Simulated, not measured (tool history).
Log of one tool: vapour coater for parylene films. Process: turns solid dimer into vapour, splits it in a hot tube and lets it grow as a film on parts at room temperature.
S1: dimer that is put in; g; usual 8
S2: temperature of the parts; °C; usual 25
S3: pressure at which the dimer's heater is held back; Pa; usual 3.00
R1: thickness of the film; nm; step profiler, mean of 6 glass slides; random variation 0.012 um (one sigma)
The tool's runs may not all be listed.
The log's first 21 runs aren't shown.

run	hour	S1	S2	S3	R1
# hour 492.5: trap's valve overhauled
22	512.0	6	25	3.00	1610
23	533.5	6	25	3.00	1590
24	560.0	6	25	3.00	1580
25	594.3	6	25	5.15	1400
26	614.0	11	22	5.15	2830
27	633.2	11	22	5.15	2840
28	652.7	11	22	5.15	2830
29	682.3	4	17	10.47	1010
30	700.4	4	29	3.00	970
31	717.7	4	29	3.00	950
32	735.1	11	29	2.66	2690
33	753.4	11	23	8.46	2450
34	780.1	5	27	2.47	1310
35	815.7	8	25	5.17	1890
36	843.9	8	31	5.17	1610
37	879.3	8	31	5.17	1580
38	907.2	8	27	2.15	2170
39	922.0	8	27	2.15	2170
# hour 935.9: table's thermometer calibrated
40	941.6	3	23	2.15	900
41	958.9	5	37	2.87	970
42	978.7	13	34	5.89	2280
# hour 986.7: trap's valve overhauled
43	1017.1	13	34	5.89	2300
44	1045.3	13	34	5.89	2290
45	1060.8	8	19	3.74	2420

Forecast each of these 5 alternatives for the next run:
A	1077.1	8	21	3.00	?
B	1077.1	8	17	2.25	?
C	1077.1	13	19	2.82	?
D	1077.1	7	23	3.34	?
E	1077.1	13	27	3.00	?

run	R1
A	2380
B	2870
C	4160
D	1940
E	3280
Without the tool's hidden state the same runs would have given:
run	R1
A	2380
B	2870
C	4170
D	1940
E	3280
